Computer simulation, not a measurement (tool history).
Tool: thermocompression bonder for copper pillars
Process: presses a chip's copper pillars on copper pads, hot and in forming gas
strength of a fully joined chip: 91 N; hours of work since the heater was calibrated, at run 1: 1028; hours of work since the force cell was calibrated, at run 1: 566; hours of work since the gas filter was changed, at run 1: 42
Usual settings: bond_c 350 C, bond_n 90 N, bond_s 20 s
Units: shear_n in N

run,hour,bond_c,bond_n,bond_s,hours of work since the heater was calibrated,hours of work since the force cell was calibrated,hours of work since the gas filter was changed,shear_n
1,0.0,350,90,20,1028,566,42,54.2
2,66.6,350,90,50,1068,606,82,67.6
3,123.9,350,90,20,1102,640,116,53.4
# hour 129.2: forming gas filter changed
4,191.1,350,90,20,1142,680,37,54.6
5,250.4,365,90,20,1177,715,72,61.9
6,305.7,365,90,20,1210,748,105,59.8
# hour 330.0: forming gas filter changed
7,336.8,350,84,20,1228,766,4,52.5
8,366.3,350,84,37,1246,784,22,62.6
9,435.5,363,80,23,1287,825,63,59.0
10,467.3,343,125,31,1306,844,82,64.1

Forecast each of these 5 alternatives for the next run:
A,505.0,321,105,10,1329,866,104,?
B,505.0,330,106,12,1329,866,104,?
C,505.0,343,125,48,1329,866,104,?
D,505.0,357,90,48,1329,866,104,?
E,505.0,375,78,17,1329,866,104,?

run,shear_n
A,31.1
B,37.8
C,70.6
D,69.5
E,58.7
Without the tool's hidden state the same runs would have given:
run,shear_n
A,36.1
B,43.3
C,76.5
D,75.1
E,64.4
